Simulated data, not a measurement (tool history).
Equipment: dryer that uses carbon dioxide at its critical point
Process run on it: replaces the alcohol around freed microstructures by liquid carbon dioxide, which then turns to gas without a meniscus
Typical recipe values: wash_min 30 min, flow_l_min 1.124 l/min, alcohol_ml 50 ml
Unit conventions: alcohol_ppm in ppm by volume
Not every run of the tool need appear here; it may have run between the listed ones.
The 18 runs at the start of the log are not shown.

run,hour,wash_min,flow_l_min,alcohol_ml,hours of work since the filter was changed,hours of work since the purifier's bed was changed,alcohol_ppm
19,197.2,33,1.124,50,210,290,47
20,206.5,33,1.124,50,214,295,36
21,214.8,33,1.124,50,218,298,42
22,227.4,33,1.124,50,224,304,44
23,238.3,33,1.124,50,229,309,40
24,246.8,33,1.124,50,233,313,48
25,263.0,30,1.180,108,241,321,61
26,272.9,30,0.910,108,245,325,154
27,285.0,43,1.320,108,251,331,32
28,293.4,43,1.320,108,255,335,38
29,308.4,27,1.124,50,261,342,70
30,315.0,34,1.124,39,264,345,47
31,325.1,34,1.540,85,269,349,48
32,339.4,34,1.540,85,276,356,35
33,352.9,44,1.680,45,282,362,41
34,369.1,21,1.124,110,289,370,294
35,385.1,25,0.750,110,297,377,681

The next listed run, before its measurement:
36,399.4,45,0.890,50,303,383,?

{"run 36": {"alcohol_ppm": 46}}
If the tool had no hidden condition, the same run with the same run-to-run variation would have returned alcohol_ppm 7 ppm by volume.
